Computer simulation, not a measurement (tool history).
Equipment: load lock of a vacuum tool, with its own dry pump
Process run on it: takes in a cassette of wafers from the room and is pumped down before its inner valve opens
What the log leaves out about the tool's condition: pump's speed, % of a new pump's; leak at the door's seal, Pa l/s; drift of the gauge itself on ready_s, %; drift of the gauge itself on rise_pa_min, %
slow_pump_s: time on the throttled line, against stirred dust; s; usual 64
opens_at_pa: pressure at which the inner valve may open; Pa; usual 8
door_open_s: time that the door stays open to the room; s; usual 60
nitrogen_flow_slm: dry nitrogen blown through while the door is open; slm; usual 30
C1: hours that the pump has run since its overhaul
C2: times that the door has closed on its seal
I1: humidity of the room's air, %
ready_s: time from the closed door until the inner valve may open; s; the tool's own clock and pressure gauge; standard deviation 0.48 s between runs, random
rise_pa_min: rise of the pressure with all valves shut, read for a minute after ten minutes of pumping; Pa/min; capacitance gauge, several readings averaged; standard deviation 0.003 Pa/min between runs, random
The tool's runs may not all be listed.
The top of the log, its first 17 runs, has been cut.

At hour 5974.4: dry pump taken out, an overhauled one fitted.
Run 18, hour 6065.7: usual settings but slow_pump_s 102 s, opens_at_pa 9 Pa, door_open_s 30 s, nitrogen_flow_slm 43 slm; C1 91; C2 1059; I1 46.2. Result: ready_s 152.7 s, rise_pa_min 0.020 Pa/min.
Run 19, hour 6506.1: usual settings but slow_pump_s 102 s, opens_at_pa 9 Pa, door_open_s 30 s, nitrogen_flow_slm 43 slm; C1 532; C2 1916; I1 45.4. Result: ready_s 152.9 s, rise_pa_min 0.026 Pa/min.
Run 20, hour 6809.8: usual settings but door_open_s 174 s; C1 835; C2 2506; I1 41.1. Result: ready_s 121.5 s, rise_pa_min 0.049 Pa/min.
Run 21, hour 7361.7: usual settings but slow_pump_s 66 s, opens_at_pa 9 Pa, door_open_s 202 s, nitrogen_flow_slm 13 slm; C1 1387; C2 3579; I1 44.6. Result: ready_s 123.2 s, rise_pa_min 0.068 Pa/min.
Run 22, hour 7823.5: usual settings but slow_pump_s 66 s, opens_at_pa 9 Pa, door_open_s 202 s, nitrogen_flow_slm 13 slm; C1 1849; C2 4477; I1 49.5. Result: ready_s 122.8 s, rise_pa_min 0.085 Pa/min.
Run 23, hour 8098.0: usual settings but slow_pump_s 69 s, door_open_s 202 s, nitrogen_flow_slm 13 slm; C1 2124; C2 5011; I1 43.7. Result: ready_s 126.6 s, rise_pa_min 0.078 Pa/min.
Run 24, hour 8674.9: usual settings but slow_pump_s 38 s, opens_at_pa 13 Pa, door_open_s 116 s, nitrogen_flow_slm 10 slm; C1 2700; C2 6133; I1 46.4. Result: ready_s 97.5 s, rise_pa_min 0.079 Pa/min.
Run 25, hour 9144.1: usual settings but slow_pump_s 79 s, opens_at_pa 9 Pa, door_open_s 90 s, nitrogen_flow_slm 15 slm; C1 3170; C2 7045; I1 44.3. Result: ready_s 135.1 s, rise_pa_min 0.077 Pa/min.
Run 26, hour 9669.1: usual settings but slow_pump_s 34 s, opens_at_pa 7 Pa, door_open_s 90 s, nitrogen_flow_slm 9 slm; C1 3695; C2 8066; I1 46.2. Result: ready_s 100.6 s, rise_pa_min 0.083 Pa/min.
Run 27, hour 10091.9: usual settings but slow_pump_s 72 s, opens_at_pa 7 Pa, door_open_s 90 s, nitrogen_flow_slm 15 slm; C1 4118; C2 8888; I1 46.2. Result: ready_s 132.4 s, rise_pa_min 0.084 Pa/min.
Run 28, hour 10524.3: usual settings but slow_pump_s 72 s, opens_at_pa 7 Pa, door_open_s 84 s, nitrogen_flow_slm 16 slm; C1 4550; C2 9729; I1 43.3. Result: ready_s 133.0 s, rise_pa_min 0.085 Pa/min.
Run 29, hour 11074.7: usual settings but slow_pump_s 72 s, opens_at_pa 7 Pa, door_open_s 84 s, nitrogen_flow_slm 16 slm; C1 5100; C2 10799; I1 46.3. Result: ready_s 132.0 s, rise_pa_min 0.090 Pa/min.
Run 30, hour 11410.9: usual settings but slow_pump_s 72 s, opens_at_pa 7 Pa, door_open_s 84 s, nitrogen_flow_slm 16 slm; C1 5437; C2 11453; I1 41.3. Result: ready_s 133.7 s, rise_pa_min 0.090 Pa/min.
Run 31, hour 11873.4: usual settings but slow_pump_s 72 s, opens_at_pa 7 Pa, door_open_s 84 s, nitrogen_flow_slm 18 slm; C1 5899; C2 12353; I1 41.5. Result: ready_s 133.8 s, rise_pa_min 0.095 Pa/min.
Run 32, hour 12435.3: usual settings but door_open_s 96 s, nitrogen_flow_slm 25 slm; C1 6461; C2 13445; I1 45.3. Result: ready_s 125.8 s, rise_pa_min 0.103 Pa/min.
Run 33, hour 12981.4: usual settings but slow_pump_s 90 s, door_open_s 225 s, nitrogen_flow_slm 13 slm; C1 7007; C2 14507; I1 43.9. Result: ready_s 148.1 s, rise_pa_min 0.140 Pa/min.

Each row is a separate what-if for the run after 33, all from the same tool condition, not one after another. Results?
Run A, hour 13455.6: usual settings but slow_pump_s 69 s; C1 7481; C2 15429; I1 42.2. Result: ready_s ?, rise_pa_min ?.
Run B, hour 13455.6: usual settings but slow_pump_s 61 s, opens_at_pa 10 Pa, door_open_s 127 s, nitrogen_flow_slm 13 slm; C1 7481; C2 15429; I1 46.3. Result: ready_s ?, rise_pa_min ?.
Run C, hour 13455.6: usual settings but opens_at_pa 14 Pa; C1 7481; C2 15429; I1 41.7. Result: ready_s ?, rise_pa_min ?.

run  ready_s  rise_pa_min
  A    131.9        0.112
  B    122.9        0.139
  C    122.9        0.110
Had the tool no hidden state, the same runs would have come out as:
run  ready_s  rise_pa_min
  A    126.0        0.024
  B    117.1        0.051
  C    117.5        0.022

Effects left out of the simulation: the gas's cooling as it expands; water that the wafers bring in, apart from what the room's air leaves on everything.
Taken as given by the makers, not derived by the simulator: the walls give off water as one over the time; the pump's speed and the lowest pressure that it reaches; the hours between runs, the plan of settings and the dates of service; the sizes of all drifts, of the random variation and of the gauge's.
